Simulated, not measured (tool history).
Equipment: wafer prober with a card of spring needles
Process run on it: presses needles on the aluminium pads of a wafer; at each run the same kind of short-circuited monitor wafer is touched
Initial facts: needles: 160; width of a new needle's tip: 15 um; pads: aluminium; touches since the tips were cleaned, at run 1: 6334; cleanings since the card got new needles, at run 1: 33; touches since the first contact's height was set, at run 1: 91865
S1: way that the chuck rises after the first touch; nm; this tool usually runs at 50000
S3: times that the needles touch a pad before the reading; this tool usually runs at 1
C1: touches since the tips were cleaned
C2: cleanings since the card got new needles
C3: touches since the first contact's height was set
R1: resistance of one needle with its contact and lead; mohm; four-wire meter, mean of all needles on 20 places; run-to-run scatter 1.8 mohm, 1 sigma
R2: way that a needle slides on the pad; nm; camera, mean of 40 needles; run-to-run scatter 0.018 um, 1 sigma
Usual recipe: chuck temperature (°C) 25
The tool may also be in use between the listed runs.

{"run": 1, "hour": 0.0, "S1": 50000, "chuck temperature (°C)": 25, "S3": 1, "C1": 6334, "C2": 33, "C3": 91865, "R1": 697, "R2": 7940}
{"hour": 6.9, "done": "tips cleaned on abrasive film"}
{"run": 2, "hour": 27.0, "S1": 50000, "chuck temperature (°C)": 25, "S3": 1, "C1": 7430, "C2": 34, "C3": 101798, "R1": 704, "R2": 7930}
{"hour": 29.7, "done": "tips cleaned on abrasive film"}
{"run": 3, "hour": 48.1, "S1": 50000, "chuck temperature (°C)": 25, "S3": 1, "C1": 6796, "C2": 35, "C3": 109533, "R1": 703, "R2": 7880}
{"hour": 52.2, "done": "tips cleaned on abrasive film"}
{"hour": 74.2, "done": "tips cleaned on abrasive film"}
{"run": 4, "hour": 74.2, "S1": 50000, "chuck temperature (°C)": 25, "S3": 1, "C1": 0, "C2": 37, "C3": 119097, "R1": 249, "R2": 7890}
{"hour": 97.0, "done": "tips cleaned on abrasive film"}
{"run": 5, "hour": 98.5, "S1": 58000, "chuck temperature (°C)": 25, "S3": 1, "C1": 541, "C2": 38, "C3": 128040, "R1": 323, "R2": 9180}
{"hour": 119.5, "done": "tips cleaned on abrasive film"}
{"run": 6, "hour": 123.4, "S1": 58000, "chuck temperature (°C)": 25, "S3": 1, "C1": 1428, "C2": 39, "C3": 137184, "R1": 438, "R2": 9150}
{"hour": 142.1, "done": "tips cleaned on abrasive film"}
{"run": 7, "hour": 146.9, "S1": 60000, "chuck temperature (°C)": 25, "S3": 1, "C1": 1751, "C2": 40, "C3": 145810, "R1": 439, "R2": 9450}
{"hour": 164.0, "done": "tips cleaned on abrasive film"}
{"run": 8, "hour": 174.7, "S1": 60000, "chuck temperature (°C)": 25, "S3": 1, "C1": 3932, "C2": 41, "C3": 156046, "R1": 541, "R2": 9480}
{"hour": 186.5, "done": "tips cleaned on abrasive film"}
{"run": 9, "hour": 191.0, "S1": 60000, "chuck temperature (°C)": 25, "S3": 1, "C1": 1643, "C2": 42, "C3": 162011, "R1": 439, "R2": 9480}
{"run": 10, "hour": 206.1, "S1": 50000, "chuck temperature (°C)": 25, "S3": 1, "C1": 7217, "C2": 42, "C3": 167585, "R1": 725, "R2": 7870}
{"hour": 208.8, "done": "tips cleaned on abrasive film"}
{"run": 11, "hour": 224.6, "S1": 50000, "chuck temperature (°C)": 25, "S3": 1, "C1": 5849, "C2": 43, "C3": 174394, "R1": 716, "R2": 7860}
{"hour": 231.1, "done": "tips cleaned on abrasive film"}
{"run": 12, "hour": 251.9, "S1": 50000, "chuck temperature (°C)": 25, "S3": 1, "C1": 7647, "C2": 44, "C3": 184418, "R1": 733, "R2": 7880}
{"hour": 254.7, "done": "tips cleaned on abrasive film"}
{"run": 13, "hour": 268.2, "S1": 50000, "chuck temperature (°C)": 25, "S3": 2, "C1": 4969, "C2": 45, "C3": 190397, "R1": 505, "R2": 7850}
{"hour": 276.8, "done": "tips cleaned on abrasive film"}
{"run": 14, "hour": 286.3, "S1": 50000, "chuck temperature (°C)": 25, "S3": 2, "C1": 3538, "C2": 46, "C3": 197069, "R1": 483, "R2": 7840}
{"hour": 300.2, "done": "tips cleaned on abrasive film"}
{"run": 15, "hour": 312.9, "S1": 50000, "chuck temperature (°C)": 25, "S3": 2, "C1": 4704, "C2": 47, "C3": 206850, "R1": 496, "R2": 7810}
{"hour": 323.4, "done": "tips cleaned on abrasive film"}
{"run": 16, "hour": 326.6, "S1": 55000, "chuck temperature (°C)": 25, "S3": 2, "C1": 1180, "C2": 48, "C3": 211857, "R1": 323, "R2": 8610}
{"hour": 347.2, "done": "tips cleaned on abrasive film"}
{"run": 17, "hour": 352.6, "S1": 55000, "chuck temperature (°C)": 25, "S3": 2, "C1": 1985, "C2": 49, "C3": 221396, "R1": 392, "R2": 8610}
{"hour": 354.5, "done": "height of the first contact set anew"}
{"hour": 371.0, "done": "tips cleaned on abrasive film"}
{"run": 18, "hour": 377.8, "S1": 46000, "chuck temperature (°C)": 110, "S3": 2, "C1": 2485, "C2": 50, "C3": 8554, "R1": 465, "R2": 7380}
{"hour": 393.3, "done": "tips cleaned on abrasive film"}
{"run": 19, "hour": 395.6, "S1": 32000, "chuck temperature (°C)": 25, "S3": 1, "C1": 836, "C2": 51, "C3": 15099, "R1": 750, "R2": 5080}
{"hour": 416.3, "done": "tips cleaned on abrasive film"}
{"run": 20, "hour": 424.0, "S1": 69000, "chuck temperature (°C)": 72, "S3": 1, "C1": 2850, "C2": 52, "C3": 25549, "R1": 416, "R2": 11070}
{"hour": 438.9, "done": "tips cleaned on abrasive film"}
{"run": 21, "hour": 453.9, "S1": 69000, "chuck temperature (°C)": 72, "S3": 1, "C1": 5535, "C2": 53, "C3": 36557, "R1": 457, "R2": 11000}
{"hour": 461.8, "done": "tips cleaned on abrasive film"}
{"run": 22, "hour": 472.9, "S1": 46000, "chuck temperature (°C)": 36, "S3": 1, "C1": 4119, "C2": 54, "C3": 43537, "R1": 762, "R2": 7370}
{"hour": 484.1, "done": "tips cleaned on abrasive film"}
{"run": 23, "hour": 495.8, "S1": 46000, "chuck temperature (°C)": 46, "S3": 2, "C1": 4321, "C2": 55, "C3": 51939, "R1": 551, "R2": 7330}
{"hour": 507.4, "done": "tips cleaned on abrasive film"}
{"run": 24, "hour": 523.3, "S1": 52000, "chuck temperature (°C)": 41, "S3": 3, "C1": 5865, "C2": 56, "C3": 62053, "R1": 370, "R2": 8270}
{"hour": 529.3, "done": "tips cleaned on abrasive film"}
{"run": 25, "hour": 544.1, "S1": 42000, "chuck temperature (°C)": 33, "S3": 2, "C1": 5491, "C2": 57, "C3": 69707, "R1": 635, "R2": 6690}
{"hour": 552.0, "done": "tips cleaned on abrasive film"}
{"hour": 574.1, "done": "tips cleaned on abrasive film"}
{"run": 26, "hour": 574.5, "S1": 50000, "chuck temperature (°C)": 56, "S3": 1, "C1": 141, "C2": 59, "C3": 80822, "R1": 293, "R2": 7940}
{"run": 27, "hour": 589.4, "S1": 38000, "chuck temperature (°C)": 85, "S3": 3, "C1": 5665, "C2": 59, "C3": 86346, "R1": 508, "R2": 6020}

Results for each run, recomputed without the tool's hidden state and with each run's random variation untouched:
The tool's hidden condition here consists of: debris on the tips, nm; way that the needles fall short of the set height, um; tips' diameter, um; drift of the gauge itself on contact_mohm, %; drift of the gauge itself on scrub_um, %.
run=1 R1=193 R2=8010
run=2 R1=191 R2=8020
run=3 R1=189 R2=7980
run=4 R1=191 R2=8000
run=5 R1=184 R2=9300
run=6 R1=187 R2=9280
run=7 R1=187 R2=9580
run=8 R1=187 R2=9630
run=9 R1=186 R2=9630
run=10 R1=191 R2=8020
run=11 R1=190 R2=8020
run=12 R1=192 R2=8050
run=13 R1=191 R2=8030
run=14 R1=192 R2=8020
run=15 R1=188 R2=8000
run=16 R1=188 R2=8810
run=17 R1=190 R2=8820
run=18 R1=216 R2=7380
run=19 R1=207 R2=5100
run=20 R1=192 R2=11090
run=21 R1=192 R2=11030
run=22 R1=195 R2=7410
run=23 R1=204 R2=7380
run=24 R1=196 R2=8320
run=25 R1=201 R2=6750
run=26 R1=196 R2=8010
run=27 R1=215 R2=6090
